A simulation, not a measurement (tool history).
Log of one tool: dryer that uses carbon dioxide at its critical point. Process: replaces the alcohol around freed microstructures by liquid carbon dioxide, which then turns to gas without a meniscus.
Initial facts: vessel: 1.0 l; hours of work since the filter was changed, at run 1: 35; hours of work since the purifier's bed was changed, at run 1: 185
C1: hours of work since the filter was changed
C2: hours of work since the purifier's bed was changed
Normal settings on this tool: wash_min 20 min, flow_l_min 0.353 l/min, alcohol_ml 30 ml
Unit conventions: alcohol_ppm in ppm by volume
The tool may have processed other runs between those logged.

{"run": 1, "hour": 0.0, "wash_min": 20, "flow_l_min": 0.353, "alcohol_ml": 30, "C1": 35, "C2": 185, "alcohol_ppm": 178}
{"run": 2, "hour": 33.9, "wash_min": 20, "flow_l_min": 0.353, "alcohol_ml": 30, "C1": 61, "C2": 210, "alcohol_ppm": 192}
{"run": 3, "hour": 73.1, "wash_min": 20, "flow_l_min": 0.353, "alcohol_ml": 30, "C1": 90, "C2": 240, "alcohol_ppm": 213}
{"run": 4, "hour": 112.1, "wash_min": 20, "flow_l_min": 0.353, "alcohol_ml": 30, "C1": 119, "C2": 269, "alcohol_ppm": 231}
{"run": 5, "hour": 174.5, "wash_min": 20, "flow_l_min": 0.353, "alcohol_ml": 30, "C1": 166, "C2": 316, "alcohol_ppm": 266}
{"hour": 222.3, "done": "inlet filter changed"}
{"run": 6, "hour": 223.3, "wash_min": 20, "flow_l_min": 0.353, "alcohol_ml": 30, "C1": 1, "C2": 352, "alcohol_ppm": 215}
{"run": 7, "hour": 289.3, "wash_min": 20, "flow_l_min": 0.353, "alcohol_ml": 30, "C1": 50, "C2": 401, "alcohol_ppm": 238}
{"run": 8, "hour": 352.4, "wash_min": 20, "flow_l_min": 0.353, "alcohol_ml": 30, "C1": 98, "C2": 449, "alcohol_ppm": 263}
{"run": 9, "hour": 398.8, "wash_min": 20, "flow_l_min": 0.353, "alcohol_ml": 30, "C1": 133, "C2": 484, "alcohol_ppm": 291}
{"run": 10, "hour": 440.7, "wash_min": 20, "flow_l_min": 0.353, "alcohol_ml": 30, "C1": 164, "C2": 515, "alcohol_ppm": 294}
{"hour": 489.8, "done": "inlet filter changed"}
{"run": 11, "hour": 489.8, "wash_min": 20, "flow_l_min": 0.353, "alcohol_ml": 75, "C1": 0, "C2": 551, "alcohol_ppm": 438}
{"run": 12, "hour": 529.8, "wash_min": 20, "flow_l_min": 0.353, "alcohol_ml": 75, "C1": 30, "C2": 581, "alcohol_ppm": 474}
{"run": 13, "hour": 580.3, "wash_min": 20, "flow_l_min": 0.353, "alcohol_ml": 75, "C1": 68, "C2": 619, "alcohol_ppm": 491}
{"run": 14, "hour": 620.9, "wash_min": 13, "flow_l_min": 0.353, "alcohol_ml": 71, "C1": 99, "C2": 650, "alcohol_ppm": 2405}
{"run": 15, "hour": 684.0, "wash_min": 20, "flow_l_min": 0.334, "alcohol_ml": 30, "C1": 146, "C2": 697, "alcohol_ppm": 397}
{"run": 16, "hour": 724.7, "wash_min": 15, "flow_l_min": 0.353, "alcohol_ml": 30, "C1": 176, "C2": 728, "alcohol_ppm": 828}
{"hour": 757.1, "done": "inlet filter changed"}
{"run": 17, "hour": 762.3, "wash_min": 15, "flow_l_min": 0.353, "alcohol_ml": 30, "C1": 4, "C2": 755, "alcohol_ppm": 658}
{"run": 18, "hour": 799.6, "wash_min": 20, "flow_l_min": 0.391, "alcohol_ml": 30, "C1": 32, "C2": 783, "alcohol_ppm": 272}
{"run": 19, "hour": 862.9, "wash_min": 20, "flow_l_min": 0.294, "alcohol_ml": 29, "C1": 79, "C2": 831, "alcohol_ppm": 541}
{"run": 20, "hour": 920.4, "wash_min": 20, "flow_l_min": 0.294, "alcohol_ml": 79, "C1": 123, "C2": 874, "alcohol_ppm": 1210}
{"run": 21, "hour": 951.7, "wash_min": 19, "flow_l_min": 0.218, "alcohol_ml": 30, "C1": 146, "C2": 898, "alcohol_ppm": 1615}
{"run": 22, "hour": 1006.1, "wash_min": 19, "flow_l_min": 0.218, "alcohol_ml": 30, "C1": 187, "C2": 938, "alcohol_ppm": 1682}
{"hour": 1026.4, "done": "inlet filter changed"}
{"run": 23, "hour": 1046.8, "wash_min": 19, "flow_l_min": 0.241, "alcohol_ml": 80, "C1": 15, "C2": 968, "alcohol_ppm": 2343}
{"run": 24, "hour": 1109.5, "wash_min": 19, "flow_l_min": 0.226, "alcohol_ml": 43, "C1": 62, "C2": 1015, "alcohol_ppm": 1736}
{"run": 25, "hour": 1163.8, "wash_min": 20, "flow_l_min": 0.314, "alcohol_ml": 98, "C1": 103, "C2": 1056, "alcohol_ppm": 1119}

Pick out some run-to-run changes in alcohol_ppm. Of each, how much would a tool without hidden state show as well, from the settings, what came in and chance, and how much is left for the hidden state and any gauge scatter not in both results compared?
Hidden state present: flow that reaches the vessel past the clogged filter, %; alcohol in the recycled carbon dioxide, ppm; drift of the gauge itself on alcohol_ppm, %.
Run 13 -> 14: wash_min 20 -> 13, alcohol_ml 75 -> 71. alcohol_ppm +1914 ppm by volume: hidden state +304, all else +1610.
Run 14 -> 15: wash_min 13 -> 20, flow_l_min 0.353 -> 0.334, alcohol_ml 71 -> 30. alcohol_ppm -2008 ppm by volume: hidden state -272, all else -1736.
Run 22 -> 23: flow_l_min 0.218 -> 0.241, alcohol_ml 30 -> 80, inlet filter changed. alcohol_ppm +661 ppm by volume: hidden state -325, all else +986.
